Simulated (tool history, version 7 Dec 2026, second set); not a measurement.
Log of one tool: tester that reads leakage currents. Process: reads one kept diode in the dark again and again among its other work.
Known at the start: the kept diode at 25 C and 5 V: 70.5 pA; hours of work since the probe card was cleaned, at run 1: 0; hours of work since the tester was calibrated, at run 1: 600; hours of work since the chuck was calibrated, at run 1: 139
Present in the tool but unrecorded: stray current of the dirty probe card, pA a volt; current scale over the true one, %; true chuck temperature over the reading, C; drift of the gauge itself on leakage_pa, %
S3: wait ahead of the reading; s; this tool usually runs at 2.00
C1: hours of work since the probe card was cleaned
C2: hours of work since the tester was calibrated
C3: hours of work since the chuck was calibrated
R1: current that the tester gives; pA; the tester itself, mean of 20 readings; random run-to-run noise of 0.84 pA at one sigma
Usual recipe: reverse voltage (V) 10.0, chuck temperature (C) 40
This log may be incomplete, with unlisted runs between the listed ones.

Run 1, hour 0.0: usual settings; C1 0; C2 600; C3 139. Result: R1 276.50 pA.
Run 2, hour 208.2: usual settings; C1 120; C2 720; C3 259. Result: R1 275.53 pA.
Run 3, hour 368.8: usual settings; C1 213; C2 813; C3 352. Result: R1 272.49 pA.
Run 4, hour 546.7: usual settings; C1 315; C2 915; C3 455. Result: R1 270.49 pA.
Run 5, hour 689.6: usual settings; C1 397; C2 998; C3 537. Result: R1 269.51 pA.
Run 6, hour 905.5: usual settings but S3 1.43 s; C1 522; C2 1122; C3 661. Result: R1 269.14 pA.
Run 7, hour 1047.7: usual settings; C1 604; C2 1204; C3 743. Result: R1 268.79 pA.
Run 8, hour 1210.0: usual settings; C1 697; C2 1298; C3 837. Result: R1 265.50 pA.
Run 9, hour 1443.4: usual settings; C1 832; C2 1432; C3 971. Result: R1 264.70 pA.
Run 10, hour 1676.8: usual settings but chuck temperature (C) 39; C1 966; C2 1567; C3 1106. Result: R1 247.90 pA.
Run 11, hour 1890.0: usual settings but chuck temperature (C) 39; C1 1089; C2 1690; C3 1229. Result: R1 245.22 pA.
Run 12, hour 2086.7: usual settings but chuck temperature (C) 38; C1 1203; C2 1803; C3 1342. Result: R1 229.83 pA.
Run 13, hour 2198.3: usual settings but reverse voltage (V) 3.4, chuck temperature (C) 32; C1 1267; C2 1867; C3 1406. Result: R1 90.48 pA.
Run 14, hour 2293.0: usual settings but reverse voltage (V) 3.4, chuck temperature (C) 26; C1 1322; C2 1922; C3 1461. Result: R1 60.40 pA.
Run 15, hour 2452.6: usual settings but reverse voltage (V) 16.0, chuck temperature (C) 38; C1 1414; C2 2014; C3 1553. Result: R1 290.86 pA.
Run 16, hour 2585.0: usual settings but reverse voltage (V) 1.4, chuck temperature (C) 54; C1 1490; C2 2090; C3 1629. Result: R1 236.67 pA.
At hour 2697.3: chuck's temperature calibrated.
Run 17, hour 2787.7: usual settings but S3 7.49 s; C1 1606; C2 2206; C3 52. Result: R1 297.87 pA.
Run 18, hour 2888.3: usual settings but S3 7.49 s; C1 1664; C2 2264; C3 110. Result: R1 294.77 pA.
At hour 3036.8: probe card cleaned and baked.
Run 19, hour 3110.0: usual settings but chuck temperature (C) 30, S3 0.48 s; C1 42; C2 2390; C3 236. Result: R1 144.98 pA.
Run 20, hour 3280.7: usual settings but reverse voltage (V) 5.3, chuck temperature (C) 34, S3 9.07 s; C1 141; C2 2488; C3 335. Result: R1 133.91 pA.
Run 21, hour 3421.9: usual settings but reverse voltage (V) 5.3, chuck temperature (C) 34, S3 9.07 s; C1 222; C2 2570; C3 416. Result: R1 134.36 pA.
Run 22, hour 3565.1: usual settings but reverse voltage (V) 1.9, chuck temperature (C) 38, S3 1.10 s; C1 305; C2 2652; C3 498. Result: R1 107.55 pA.

Consider 5 possible next runs. They are alternatives, not a sequence: every one starts from the tool as it was left by run 22. What does each give?
Run A, hour 3700.8: usual settings but chuck temperature (C) 59, S3 5.14 s; C1 383; C2 2730; C3 577. Result: R1 ?.
Run B, hour 3700.8: usual settings but reverse voltage (V) 1.6, chuck temperature (C) 57, S3 1.10 s; C1 383; C2 2730; C3 577. Result: R1 ?.
Run C, hour 3700.8: usual settings but reverse voltage (V) 2.3, chuck temperature (C) 32; C1 383; C2 2730; C3 577. Result: R1 ?.
Run D, hour 3700.8: usual settings but chuck temperature (C) 26; C1 383; C2 2730; C3 577. Result: R1 ?.
Run E, hour 3700.8: usual settings but reverse voltage (V) 1.3, chuck temperature (C) 37, S3 0.51 s; C1 383; C2 2730; C3 577. Result: R1 ?.

run      R1
  A  876.81
  B  329.06
  C   77.70
  D  105.80
  E   83.44
Without the tool's hidden state the same runs would have given:
run      R1
  A  915.51
  B  344.75
  C   81.02
  D  107.14
  E   87.42
